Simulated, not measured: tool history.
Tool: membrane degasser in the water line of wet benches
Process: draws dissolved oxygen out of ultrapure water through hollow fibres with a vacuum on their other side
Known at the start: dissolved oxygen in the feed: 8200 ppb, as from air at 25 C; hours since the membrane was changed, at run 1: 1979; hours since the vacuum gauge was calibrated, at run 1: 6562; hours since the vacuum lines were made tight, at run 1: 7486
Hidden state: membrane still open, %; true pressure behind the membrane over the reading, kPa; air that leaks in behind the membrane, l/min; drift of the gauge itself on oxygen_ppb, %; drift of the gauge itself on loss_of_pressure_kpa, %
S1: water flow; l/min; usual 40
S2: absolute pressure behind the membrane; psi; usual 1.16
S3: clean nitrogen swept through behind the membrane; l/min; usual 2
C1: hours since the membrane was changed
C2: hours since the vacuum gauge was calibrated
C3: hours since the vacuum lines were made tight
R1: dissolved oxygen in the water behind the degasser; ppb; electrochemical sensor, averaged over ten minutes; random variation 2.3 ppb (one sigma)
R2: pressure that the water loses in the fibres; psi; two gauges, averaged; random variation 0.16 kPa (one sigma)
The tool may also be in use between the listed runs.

Run 1, hour 0: usual settings; C1 1979; C2 6562; C3 7486. Result: R1 279.5 ppb, R2 4.081 psi.
Run 2, hour 63.4: usual settings but S3 5.63 l/min; C1 2043; C2 6625; C3 7550. Result: R1 150.2 ppb, R2 4.151 psi.
Run 3, hour 133.9: usual settings but S3 5.63 l/min; C1 2113; C2 6696; C3 7620. Result: R1 150 ppb, R2 4.051 psi.
Run 4, hour 198.1: usual settings; C1 2178; C2 6760; C3 7684. Result: R1 270.9 ppb, R2 4.052 psi.
Run 5, hour 237.9: usual settings; C1 2217; C2 6800; C3 7724. Result: R1 277.9 ppb, R2 4.087 psi.
Run 6, hour 275.5: usual settings but S3 1.1 l/min; C1 2255; C2 6837; C3 7762. Result: R1 410.9 ppb, R2 4.097 psi.
Run 7, hour 313.6: usual settings but S3 1.1 l/min; C1 2293; C2 6875; C3 7800. Result: R1 408.6 ppb, R2 4.07 psi.
Run 8, hour 367.5: usual settings but S3 1.1 l/min; C1 2347; C2 6929; C3 7854. Result: R1 408 ppb, R2 4.103 psi.
Run 9, hour 431: usual settings but S3 1.1 l/min; C1 2410; C2 6993; C3 7917. Result: R1 409.1 ppb, R2 4.061 psi.
Run 10, hour 473.5: usual settings but S3 1.1 l/min; C1 2453; C2 7035; C3 7960. Result: R1 408.6 ppb, R2 4.031 psi.
Run 11, hour 518.4: usual settings but S1 61 l/min; C1 2498; C2 7080; C3 8005. Result: R1 537 ppb, R2 6.218 psi.
Run 12, hour 556.5: usual settings but S1 61 l/min; C1 2536; C2 7118; C3 8043. Result: R1 546.7 ppb, R2 6.309 psi.
At hour 573.7: seals of the vacuum lines changed.
Run 13, hour 603.5: usual settings; C1 2581; C2 7163; C3 30. Result: R1 278.1 ppb, R2 4.105 psi.
Run 14, hour 667.6: usual settings; C1 2645; C2 7227; C3 94. Result: R1 272.8 ppb, R2 4.083 psi.
Run 15, hour 701.3: usual settings but S2 2.451 psi; C1 2679; C2 7261; C3 128. Result: R1 638.7 ppb, R2 4.055 psi.
Run 16, hour 740.2: usual settings but S3 4.19 l/min; C1 2718; C2 7300; C3 167. Result: R1 175.2 ppb, R2 4.113 psi.
Run 17, hour 810.2: usual settings but S3 4.19 l/min; C1 2788; C2 7370; C3 236. Result: R1 174.9 ppb, R2 4.151 psi.
Run 18, hour 854.5: usual settings but S3 4.19 l/min; C1 2832; C2 7414; C3 281. Result: R1 176.1 ppb, R2 4.123 psi.
Run 19, hour 898.4: usual settings but S2 0.83 psi; C1 2876; C2 7458; C3 325. Result: R1 178.8 ppb, R2 4.125 psi.
Run 20, hour 941.6: usual settings but S1 48 l/min, S3 2.89 l/min; C1 2919; C2 7501; C3 368. Result: R1 302.7 ppb, R2 4.96 psi.

Forecast run 21:
Run 21, hour 995.1: usual settings but S1 48 l/min, S3 2.89 l/min; C1 2973; C2 7555; C3 421. Result: R1 ?, R2 ?.

Run 21 gave R1 298.6 ppb, R2 4.904 psi.
Without the tool's hidden state the same run would have given R1 298.3 ppb, R2 4.902 psi.
